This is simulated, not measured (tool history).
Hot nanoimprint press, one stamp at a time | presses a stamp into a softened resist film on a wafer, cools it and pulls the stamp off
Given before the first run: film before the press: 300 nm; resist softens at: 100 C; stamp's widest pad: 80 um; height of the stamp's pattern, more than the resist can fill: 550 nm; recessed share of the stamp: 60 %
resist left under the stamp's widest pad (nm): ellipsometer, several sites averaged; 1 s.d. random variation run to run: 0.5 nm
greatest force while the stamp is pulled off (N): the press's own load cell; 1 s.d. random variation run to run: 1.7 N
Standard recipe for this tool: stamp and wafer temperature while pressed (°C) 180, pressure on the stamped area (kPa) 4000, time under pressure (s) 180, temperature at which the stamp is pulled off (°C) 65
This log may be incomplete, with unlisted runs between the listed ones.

run,hour,stamp and wafer temperature while pressed (°C),pressure on the stamped area (kPa),time under pressure (s),temperature at which the stamp is pulled off (°C),resist left under the stamp's widest pad (nm),greatest force while the stamp is pulled off (N)
1,0.0,180,4000,180,65,144.4,142
2,14.6,180,4000,180,65,144.9,142
3,26.1,180,4000,180,65,144.3,142
4,39.0,180,4000,180,65,144.3,137
5,50.0,180,4000,180,65,144.6,141
# hour 57.9: stamp cleaned and given a new release coat
6,71.7,180,4000,180,65,144.4,142
7,79.5,180,4000,180,65,144.8,140
8,87.6,180,4000,180,65,145.1,143
9,96.3,180,4000,180,65,143.1,139
10,103.6,180,4000,180,65,145.1,142
11,113.6,180,4000,180,65,144.5,140
12,123.9,180,4000,180,65,144.9,142
13,132.5,180,4000,180,65,145.1,143
14,140.3,180,4000,180,65,145.2,143
15,153.9,180,4010,152,55,152.3,173
16,169.4,180,4000,319,52,118.6,185
17,181.4,183,4000,96,65,162.7,140
18,191.8,183,4000,96,65,162.5,143
19,207.5,180,5230,180,70,125.8,125
20,222.1,180,5230,180,70,126.0,122
# hour 231.4: stamp cleaned and given a new release coat
21,236.3,180,5230,180,70,126.1,124
22,247.2,180,5230,180,70,126.9,124
23,256.1,180,4000,196,69,139.6,123
24,267.4,184,4000,180,69,128.5,124
25,279.5,184,4000,180,69,128.8,129
26,291.1,180,4000,290,68,123.0,129
27,299.5,180,5340,290,71,104.9,119
28,306.2,180,4000,103,60,172.9,153

3 options for the next run, each taken on its own from the tool as it stands now. Forecast them:
A,319.2,180,4000,180,56,?,?
B,319.2,180,3100,145,69,?,?
C,319.2,180,4000,180,66,?,?

run,resist left under the stamp's widest pad (nm),greatest force while the stamp is pulled off (N)
A,145.1,170
B,174.3,129
C,145.4,136
Take away the tool's hidden state, keep each run's random variation, and the runs would have read:
run,resist left under the stamp's widest pad (nm),greatest force while the stamp is pulled off (N)
A,144.9,169
B,174.1,128
C,145.2,135
